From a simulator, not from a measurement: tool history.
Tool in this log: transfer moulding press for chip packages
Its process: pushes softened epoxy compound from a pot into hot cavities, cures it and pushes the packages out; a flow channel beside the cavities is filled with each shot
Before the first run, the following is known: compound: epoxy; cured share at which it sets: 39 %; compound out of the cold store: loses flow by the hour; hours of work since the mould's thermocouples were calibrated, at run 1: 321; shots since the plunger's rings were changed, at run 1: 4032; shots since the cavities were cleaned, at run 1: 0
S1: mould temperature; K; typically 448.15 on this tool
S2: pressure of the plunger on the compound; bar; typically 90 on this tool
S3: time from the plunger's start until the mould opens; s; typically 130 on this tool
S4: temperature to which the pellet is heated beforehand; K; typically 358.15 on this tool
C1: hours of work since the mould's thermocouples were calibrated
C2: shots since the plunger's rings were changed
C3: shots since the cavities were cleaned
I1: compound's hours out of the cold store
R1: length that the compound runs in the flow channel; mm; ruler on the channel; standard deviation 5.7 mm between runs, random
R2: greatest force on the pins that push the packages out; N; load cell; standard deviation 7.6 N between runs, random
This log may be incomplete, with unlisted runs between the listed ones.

| run | hour | S1 | S2 | S3 | S4 | C1 | C2 | C3 | I1 | R1 | R2 |
|---|---|---|---|---|---|---|---|---|---|---|---|
| 1 | 0 | 448.15 | 90 | 130 | 358.15 | 321 | 4032 | 0 | 9 | 647 | 350 |
| 2 | 60.7 | 448.15 | 90 | 123 | 358.15 | 368 | 4724 | 692 | 20.8 | 605 | 643 |
|  | 66.9 | cavities cleaned with cleaning compound and waxed |
|  | 72.4 | mould's thermocouples calibrated |
| 3 | 111.3 | 448.15 | 72.2 | 123 | 358.15 | 30 | 5260 | 483 | 25.2 | 548 | 593 |
|  | 133.1 | cavities cleaned with cleaning compound and waxed |
| 4 | 138.7 | 448.15 | 90 | 130 | 358.15 | 49 | 5556 | 64 | 20.1 | 606 | 374 |
| 5 | 169.5 | 448.15 | 90 | 130 | 358.15 | 73 | 5908 | 416 | 47.2 | 555 | 544 |
|  | 199.6 | cavities cleaned with cleaning compound and waxed |
|  | 209.7 | plunger's sealing rings changed |
| 6 | 226.7 | 448.15 | 90 | 144 | 358.15 | 114 | 194 | 280 | 19.4 | 667 | 458 |
|  | 267 | cavities cleaned with cleaning compound and waxed |
| 7 | 287.3 | 448.15 | 95.7 | 130 | 358.15 | 159 | 868 | 232 | 12.6 | 697 | 478 |
| 8 | 312.1 | 446.15 | 90 | 130 | 358.15 | 178 | 1151 | 515 | 31.2 | 635 | 627 |
|  | 329.8 | cavities cleaned with cleaning compound and waxed |
| 9 | 341.6 | 446.15 | 90 | 130 | 358.15 | 199 | 1470 | 135 | 12.4 | 678 | 474 |
| 10 | 384 | 446.15 | 90 | 130 | 358.15 | 232 | 1953 | 618 | 38.2 | 616 | 643 |
|  | 395 | cavities cleaned with cleaning compound and waxed |
| 11 | 410.9 | 446.15 | 81.7 | 130 | 358.15 | 251 | 2242 | 180 | 44.9 | 562 | 487 |
|  | 460.2 | cavities cleaned with cleaning compound and waxed |
| 12 | 467.7 | 446.15 | 81.7 | 130 | 358.15 | 293 | 2873 | 85 | 46.7 | 544 | 411 |
| 13 | 495.9 | 446.15 | 81.7 | 130 | 358.15 | 315 | 3195 | 407 | 40.3 | 566 | 558 |
| 14 | 520.6 | 448.15 | 86.4 | 130 | 357.15 | 334 | 3476 | 688 | 44.8 | 562 | 573 |
|  | 526.9 | cavities cleaned with cleaning compound and waxed |
| 15 | 549.6 | 448.15 | 86.4 | 130 | 357.15 | 355 | 3790 | 259 | 38.9 | 559 | 464 |
|  | 576.6 | mould's thermocouples calibrated |
|  | 592.2 | cavities cleaned with cleaning compound and waxed |
| 16 | 609.5 | 451.15 | 90 | 130 | 358.15 | 24 | 4433 | 197 | 35.6 | 588 | 386 |
|  | 656.1 | cavities cleaned with cleaning compound and waxed |
| 17 | 663.5 | 444.15 | 102.4 | 133 | 351.15 | 64 | 5031 | 84 | 47.1 | 612 | 456 |
| 18 | 714.5 | 449.15 | 101.2 | 135 | 349.15 | 103 | 5613 | 666 | 27.4 | 623 | 549 |
|  | 720.9 | cavities cleaned with cleaning compound and waxed |
| 19 | 752.4 | 448.15 | 90 | 144 | 358.15 | 131 | 6029 | 360 | 45.8 | 561 | 464 |
|  | 779.5 | plunger's sealing rings changed |
|  | 786.6 | cavities cleaned with cleaning compound and waxed |
| 20 | 801.3 | 451.15 | 90 | 130 | 361.15 | 165 | 231 | 167 | 25.1 | 634 | 384 |
|  | 850.2 | cavities cleaned with cleaning compound and waxed |
| 21 | 863.9 | 451.15 | 90 | 130 | 361.15 | 212 | 928 | 156 | 17.1 | 643 | 393 |
| 22 | 908.6 | 446.15 | 109.4 | 130 | 350.15 | 246 | 1438 | 666 | 25.2 | 711 | 635 |
|  | 913.1 | cavities cleaned with cleaning compound and waxed |
| 23 | 949.2 | 446.15 | 109.4 | 130 | 350.15 | 276 | 1884 | 412 | 32 | 689 | 579 |
|  | 979.7 | cavities cleaned with cleaning compound and waxed |
| 24 | 996.3 | 446.15 | 109.4 | 134 | 350.15 | 311 | 2403 | 189 | 40 | 659 | 489 |
|  | 1045.8 | cavities cleaned with cleaning compound and waxed |
| 25 | 1047.7 | 447.15 | 71.9 | 130 | 358.15 | 349 | 2972 | 22 | 41.6 | 528 | 346 |
|  | 1082 | mould's thermocouples calibrated |
| 26 | 1101.5 | 447.15 | 87.6 | 130 | 358.15 | 15 | 3563 | 613 | 21.2 | 621 | 629 |

5 ways to go on from here, each from the tool as it stands after run 26. What would each give?
|  | 1113.7 | cavities cleaned with cleaning compound and waxed |
| A | 1136.2 | 449.15 | 87.6 | 137 | 358.15 | 40 | 3941 | 256 | 31.1 | ? | ? |
|  | 1113.7 | cavities cleaned with cleaning compound and waxed |
| B | 1136.2 | 447.15 | 78.5 | 130 | 351.15 | 40 | 3941 | 256 | 13.7 | ? | ? |
|  | 1113.7 | cavities cleaned with cleaning compound and waxed |
| C | 1136.2 | 446.15 | 70.4 | 126 | 358.15 | 40 | 3941 | 256 | 25.4 | ? | ? |
|  | 1113.7 | cavities cleaned with cleaning compound and waxed |
| D | 1136.2 | 442.15 | 87.6 | 130 | 358.15 | 40 | 3941 | 256 | 39.4 | ? | ? |
|  | 1113.7 | cavities cleaned with cleaning compound and waxed |
| E | 1136.2 | 451.15 | 90 | 146 | 349.15 | 40 | 3941 | 256 | 19.9 | ? | ? |

| run | R1 | R2 |
|---|---|---|
| A | 585 | 434 |
| B | 601 | 526 |
| C | 545 | 578 |
| D | 597 | 687 |
| E | 626 | 421 |
Had the tool no hidden state, the same runs would have come out as:
| run | R1 | R2 |
|---|---|---|
| A | 626 | 295 |
| B | 643 | 358 |
| C | 583 | 395 |
| D | 638 | 468 |
| E | 669 | 289 |
